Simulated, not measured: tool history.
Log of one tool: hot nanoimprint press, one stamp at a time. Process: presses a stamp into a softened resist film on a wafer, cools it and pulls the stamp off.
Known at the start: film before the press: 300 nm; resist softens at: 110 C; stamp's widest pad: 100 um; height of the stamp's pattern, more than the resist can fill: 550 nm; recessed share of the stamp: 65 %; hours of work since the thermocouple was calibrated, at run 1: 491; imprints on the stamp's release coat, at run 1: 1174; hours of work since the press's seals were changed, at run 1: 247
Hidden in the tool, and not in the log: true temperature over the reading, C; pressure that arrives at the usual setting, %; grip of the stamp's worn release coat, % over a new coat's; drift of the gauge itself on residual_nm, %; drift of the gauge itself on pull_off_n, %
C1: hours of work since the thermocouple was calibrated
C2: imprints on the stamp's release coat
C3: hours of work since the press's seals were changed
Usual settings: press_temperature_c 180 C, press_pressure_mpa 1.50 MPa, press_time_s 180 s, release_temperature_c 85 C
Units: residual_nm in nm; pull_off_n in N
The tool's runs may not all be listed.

{"run": 1, "hour": 0.0, "press_temperature_c": 180, "press_pressure_mpa": 1.5, "press_time_s": 180, "release_temperature_c": 85, "C1": 491, "C2": 1174, "C3": 247, "residual_nm": 128.3, "pull_off_n": 279}
{"run": 2, "hour": 21.9, "press_temperature_c": 180, "press_pressure_mpa": 1.5, "press_time_s": 180, "release_temperature_c": 85, "C1": 505, "C2": 1282, "C3": 261, "residual_nm": 126.6, "pull_off_n": 281}
{"run": 3, "hour": 35.3, "press_temperature_c": 183, "press_pressure_mpa": 1.5, "press_time_s": 180, "release_temperature_c": 85, "C1": 514, "C2": 1348, "C3": 270, "residual_nm": 115.4, "pull_off_n": 298}
{"run": 4, "hour": 56.8, "press_temperature_c": 180, "press_pressure_mpa": 1.5, "press_time_s": 180, "release_temperature_c": 81, "C1": 528, "C2": 1454, "C3": 283, "residual_nm": 128.5, "pull_off_n": 310}
{"run": 5, "hour": 79.0, "press_temperature_c": 180, "press_pressure_mpa": 1.5, "press_time_s": 111, "release_temperature_c": 81, "C1": 542, "C2": 1563, "C3": 298, "residual_nm": 151.0, "pull_off_n": 303}
{"run": 6, "hour": 94.7, "press_temperature_c": 180, "press_pressure_mpa": 1.5, "press_time_s": 111, "release_temperature_c": 81, "C1": 552, "C2": 1641, "C3": 308, "residual_nm": 153.5, "pull_off_n": 311}
{"run": 7, "hour": 121.3, "press_temperature_c": 180, "press_pressure_mpa": 1.5, "press_time_s": 111, "release_temperature_c": 81, "C1": 569, "C2": 1771, "C3": 325, "residual_nm": 153.8, "pull_off_n": 317}
{"run": 8, "hour": 132.9, "press_temperature_c": 180, "press_pressure_mpa": 1.5, "press_time_s": 180, "release_temperature_c": 85, "C1": 577, "C2": 1829, "C3": 332, "residual_nm": 129.7, "pull_off_n": 318}
{"run": 9, "hour": 152.4, "press_temperature_c": 180, "press_pressure_mpa": 1.5, "press_time_s": 180, "release_temperature_c": 85, "C1": 589, "C2": 1925, "C3": 345, "residual_nm": 129.0, "pull_off_n": 332}
{"hour": 173.6, "done": "plate thermocouple calibrated"}
{"run": 10, "hour": 175.9, "press_temperature_c": 180, "press_pressure_mpa": 1.5, "press_time_s": 180, "release_temperature_c": 85, "C1": 2, "C2": 2026, "C3": 358, "residual_nm": 119.1, "pull_off_n": 328}
{"run": 11, "hour": 201.2, "press_temperature_c": 180, "press_pressure_mpa": 1.5, "press_time_s": 180, "release_temperature_c": 85, "C1": 18, "C2": 2151, "C3": 374, "residual_nm": 116.6, "pull_off_n": 322}
{"run": 12, "hour": 220.8, "press_temperature_c": 180, "press_pressure_mpa": 1.5, "press_time_s": 180, "release_temperature_c": 85, "C1": 30, "C2": 2247, "C3": 387, "residual_nm": 118.6, "pull_off_n": 324}
{"hour": 248.2, "done": "stamp cleaned and given a new release coat"}
{"run": 13, "hour": 253.7, "press_temperature_c": 180, "press_pressure_mpa": 1.5, "press_time_s": 180, "release_temperature_c": 85, "C1": 48, "C2": 27, "C3": 404, "residual_nm": 119.5, "pull_off_n": 211}
{"run": 14, "hour": 273.2, "press_temperature_c": 180, "press_pressure_mpa": 1.5, "press_time_s": 180, "release_temperature_c": 85, "C1": 60, "C2": 123, "C3": 416, "residual_nm": 119.9, "pull_off_n": 208}
{"run": 15, "hour": 295.6, "press_temperature_c": 190, "press_pressure_mpa": 0.97, "press_time_s": 316, "release_temperature_c": 81, "C1": 74, "C2": 234, "C3": 431, "residual_nm": 86.5, "pull_off_n": 227}
{"run": 16, "hour": 323.3, "press_temperature_c": 184, "press_pressure_mpa": 1.5, "press_time_s": 180, "release_temperature_c": 91, "C1": 92, "C2": 370, "C3": 449, "residual_nm": 105.2, "pull_off_n": 214}
{"run": 17, "hour": 338.4, "press_temperature_c": 174, "press_pressure_mpa": 1.5, "press_time_s": 180, "release_temperature_c": 78, "C1": 102, "C2": 445, "C3": 458, "residual_nm": 148.6, "pull_off_n": 244}
{"run": 18, "hour": 365.7, "press_temperature_c": 180, "press_pressure_mpa": 1.18, "press_time_s": 180, "release_temperature_c": 72, "C1": 119, "C2": 579, "C3": 476, "residual_nm": 134.7, "pull_off_n": 255}
{"run": 19, "hour": 390.5, "press_temperature_c": 180, "press_pressure_mpa": 1.43, "press_time_s": 186, "release_temperature_c": 72, "C1": 135, "C2": 702, "C3": 492, "residual_nm": 123.2, "pull_off_n": 275}
{"run": 20, "hour": 409.6, "press_temperature_c": 180, "press_pressure_mpa": 1.43, "press_time_s": 186, "release_temperature_c": 72, "C1": 148, "C2": 795, "C3": 504, "residual_nm": 122.5, "pull_off_n": 283}
{"run": 21, "hour": 429.7, "press_temperature_c": 180, "press_pressure_mpa": 1.0, "press_time_s": 180, "release_temperature_c": 88, "C1": 161, "C2": 895, "C3": 517, "residual_nm": 148.4, "pull_off_n": 253}
{"run": 22, "hour": 448.2, "press_temperature_c": 180, "press_pressure_mpa": 1.0, "press_time_s": 180, "release_temperature_c": 88, "C1": 172, "C2": 986, "C3": 529, "residual_nm": 146.8, "pull_off_n": 257}
{"run": 23, "hour": 473.7, "press_temperature_c": 180, "press_pressure_mpa": 1.12, "press_time_s": 180, "release_temperature_c": 88, "C1": 189, "C2": 1112, "C3": 545, "residual_nm": 142.4, "pull_off_n": 257}
{"run": 24, "hour": 494.8, "press_temperature_c": 175, "press_pressure_mpa": 1.12, "press_time_s": 126, "release_temperature_c": 88, "C1": 202, "C2": 1216, "C3": 559, "residual_nm": 186.4, "pull_off_n": 272}
{"run": 25, "hour": 508.3, "press_temperature_c": 191, "press_pressure_mpa": 1.68, "press_time_s": 219, "release_temperature_c": 91, "C1": 211, "C2": 1282, "C3": 567, "residual_nm": 73.5, "pull_off_n": 271}
{"run": 26, "hour": 531.6, "press_temperature_c": 191, "press_pressure_mpa": 1.55, "press_time_s": 192, "release_temperature_c": 90, "C1": 226, "C2": 1397, "C3": 582, "residual_nm": 81.0, "pull_off_n": 272}
{"run": 27, "hour": 543.3, "press_temperature_c": 180, "press_pressure_mpa": 1.5, "press_time_s": 180, "release_temperature_c": 81, "C1": 233, "C2": 1455, "C3": 590, "residual_nm": 123.2, "pull_off_n": 299}
{"run": 28, "hour": 568.7, "press_temperature_c": 180, "press_pressure_mpa": 1.5, "press_time_s": 180, "release_temperature_c": 81, "C1": 250, "C2": 1580, "C3": 606, "residual_nm": 124.3, "pull_off_n": 297}

The same runs without the tool's hidden state, with the same run-to-run variation:
run=1 residual_nm=116.8 pull_off_n=206
run=2 residual_nm=114.8 pull_off_n=202
run=3 residual_nm=104.5 pull_off_n=212
run=4 residual_nm=116.0 pull_off_n=216
run=5 residual_nm=136.7 pull_off_n=206
run=6 residual_nm=138.8 pull_off_n=208
run=7 residual_nm=138.7 pull_off_n=206
run=8 residual_nm=115.9 pull_off_n=205
run=9 residual_nm=114.9 pull_off_n=211
run=10 residual_nm=117.0 pull_off_n=208
run=11 residual_nm=114.2 pull_off_n=199
run=12 residual_nm=115.9 pull_off_n=196
run=13 residual_nm=116.3 pull_off_n=209
run=14 residual_nm=116.4 pull_off_n=201
run=15 residual_nm=84.4 pull_off_n=213
run=16 residual_nm=101.4 pull_off_n=193
run=17 residual_nm=143.3 pull_off_n=216
run=18 residual_nm=130.0 pull_off_n=219
run=19 residual_nm=117.9 pull_off_n=229
run=20 residual_nm=116.9 pull_off_n=230
run=21 residual_nm=142.7 pull_off_n=201
run=22 residual_nm=140.8 pull_off_n=200
run=23 residual_nm=135.8 pull_off_n=193
run=24 residual_nm=178.7 pull_off_n=201
run=25 residual_nm=68.9 pull_off_n=197
run=26 residual_nm=75.9 pull_off_n=193
run=27 residual_nm=115.4 pull_off_n=210
run=28 residual_nm=116.0 pull_off_n=203
